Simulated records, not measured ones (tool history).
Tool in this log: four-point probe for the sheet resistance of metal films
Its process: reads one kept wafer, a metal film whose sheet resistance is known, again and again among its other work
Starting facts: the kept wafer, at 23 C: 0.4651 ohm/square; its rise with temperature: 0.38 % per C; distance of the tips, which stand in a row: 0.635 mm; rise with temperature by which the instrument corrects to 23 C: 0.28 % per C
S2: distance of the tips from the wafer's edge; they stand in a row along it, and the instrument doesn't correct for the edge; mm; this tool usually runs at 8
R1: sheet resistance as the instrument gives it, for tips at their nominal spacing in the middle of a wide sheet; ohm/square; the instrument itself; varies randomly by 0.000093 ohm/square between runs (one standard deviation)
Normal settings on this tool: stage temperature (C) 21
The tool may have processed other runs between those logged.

Run 1, hour 0.0: usual settings. Result: R1 0.466437 ohm/square.
Run 2, hour 15.7: usual settings. Result: R1 0.466373 ohm/square.
Run 3, hour 32.9: usual settings but S2 12 mm. Result: R1 0.465772 ohm/square.
Run 4, hour 54.4: usual settings but S2 12 mm. Result: R1 0.465578 ohm/square.
Run 5, hour 71.5: usual settings but S2 12 mm. Result: R1 0.465604 ohm/square.
Run 6, hour 96.7: usual settings but stage temperature (C) 24. Result: R1 0.468026 ohm/square.
Run 7, hour 121.1: usual settings but stage temperature (C) 24. Result: R1 0.467812 ohm/square.
Run 8, hour 141.5: usual settings but stage temperature (C) 24. Result: R1 0.467883 ohm/square.
Run 9, hour 177.1: usual settings but stage temperature (C) 24. Result: R1 0.467793 ohm/square.
Run 10, hour 213.5: usual settings but S2 50 mm. Result: R1 0.464943 ohm/square.
Run 11, hour 237.7: usual settings but S2 50 mm. Result: R1 0.465003 ohm/square.
Run 12, hour 253.7: usual settings. Result: R1 0.466421 ohm/square.
Run 13, hour 289.2: usual settings. Result: R1 0.466566 ohm/square.
Run 14, hour 326.4: usual settings. Result: R1 0.466537 ohm/square.
Run 15, hour 355.2: usual settings. Result: R1 0.466396 ohm/square.
Run 16, hour 386.3: usual settings but S2 17 mm. Result: R1 0.465171 ohm/square.
Run 17, hour 419.8: usual settings but S2 34 mm. Result: R1 0.465056 ohm/square.
Run 18, hour 450.6: usual settings but S2 34 mm. Result: R1 0.465111 ohm/square.
Run 19, hour 466.4: usual settings but S2 34 mm. Result: R1 0.465044 ohm/square.
Run 20, hour 485.2: usual settings but S2 4 mm. Result: R1 0.471162 ohm/square.
Run 21, hour 512.8: usual settings but S2 4 mm. Result: R1 0.471254 ohm/square.
Run 22, hour 550.5: usual settings but S2 4 mm. Result: R1 0.471109 ohm/square.
Run 23, hour 576.0: usual settings but stage temperature (C) 23. Result: R1 0.467531 ohm/square.
Run 24, hour 607.2: usual settings but stage temperature (C) 28, S2 20 mm. Result: R1 0.468244 ohm/square.
Run 25, hour 641.6: usual settings but stage temperature (C) 28, S2 20 mm. Result: R1 0.468207 ohm/square.
Run 26, hour 670.7: usual settings but S2 4 mm. Result: R1 0.471290 ohm/square.
Run 27, hour 693.0: usual settings but stage temperature (C) 32, S2 24 mm. Result: R1 0.469913 ohm/square.

Run 28 comes next. What will it give?
Run 28, hour 710.5: usual settings but stage temperature (C) 22, S2 12 mm. Result: R1 ?.

{"run 28": {"R1": 0.46638}}
Without the tool's hidden state the same run would have given R1 0.465601 ohm/square.
